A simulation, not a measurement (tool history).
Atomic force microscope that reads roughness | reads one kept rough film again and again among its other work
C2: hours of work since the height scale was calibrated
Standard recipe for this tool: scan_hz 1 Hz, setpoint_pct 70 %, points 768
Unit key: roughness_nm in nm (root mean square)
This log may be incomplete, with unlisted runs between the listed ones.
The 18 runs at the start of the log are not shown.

run 19 day=13.571 | scan_hz=1.69 setpoint_pct=70 points=768 | pictures_with_this_tip=237 C2=792 | roughness_nm=4.446
run 20 day=14.346 | scan_hz=1.69 setpoint_pct=70 points=768 | pictures_with_this_tip=268 C2=804 | roughness_nm=4.417
run 21 day=15.179 | scan_hz=1 setpoint_pct=70 points=661 | pictures_with_this_tip=302 C2=818 | roughness_nm=4.595
run 22 day=15.7 | scan_hz=1.7 setpoint_pct=79 points=590 | pictures_with_this_tip=323 C2=826 | roughness_nm=4.125
run 23 day=16.5 | scan_hz=1 setpoint_pct=55 points=768 | pictures_with_this_tip=355 C2=839 | roughness_nm=4.709
-- day=16.983 new tip fitted
run 24 day=17.142 | scan_hz=1 setpoint_pct=59 points=261 | pictures_with_this_tip=6 C2=849 | roughness_nm=5.094
run 25 day=17.608 | scan_hz=1.81 setpoint_pct=66 points=475 | pictures_with_this_tip=25 C2=857 | roughness_nm=4.821
run 26 day=18.067 | scan_hz=1.85 setpoint_pct=66 points=840 | pictures_with_this_tip=43 C2=864 | roughness_nm=4.771
run 27 day=18.642 | scan_hz=0.66 setpoint_pct=59 points=348 | pictures_with_this_tip=66 C2=873 | roughness_nm=5.096
run 28 day=19.217 | scan_hz=0.53 setpoint_pct=63 points=422 | pictures_with_this_tip=89 C2=882 | roughness_nm=5.008
run 29 day=19.808 | scan_hz=1 setpoint_pct=70 points=368 | pictures_with_this_tip=113 C2=892 | roughness_nm=4.801
run 30 day=20.317 | scan_hz=1 setpoint_pct=90 points=276 | pictures_with_this_tip=134 C2=900 | roughness_nm=4.311

4 options for the next run, each taken on its own from the tool as it stands now. Forecast them:
run A day=20.996 | scan_hz=3.11 setpoint_pct=74 points=373 | pictures_with_this_tip=161 C2=911 | roughness_nm=?
run B day=20.996 | scan_hz=3.54 setpoint_pct=90 points=721 | pictures_with_this_tip=161 C2=911 | roughness_nm=?
run C day=20.996 | scan_hz=1 setpoint_pct=70 points=290 | pictures_with_this_tip=161 C2=911 | roughness_nm=?
run D day=20.996 | scan_hz=1 setpoint_pct=84 points=342 | pictures_with_this_tip=161 C2=911 | roughness_nm=?

run=A roughness_nm=4.035
run=B roughness_nm=3.108
run=C roughness_nm=4.711
run=D roughness_nm=4.472
What these runs would have given with no unlogged condition in the tool:
run=A roughness_nm=4.235
run=B roughness_nm=3.261
run=C roughness_nm=4.945
run=D roughness_nm=4.694
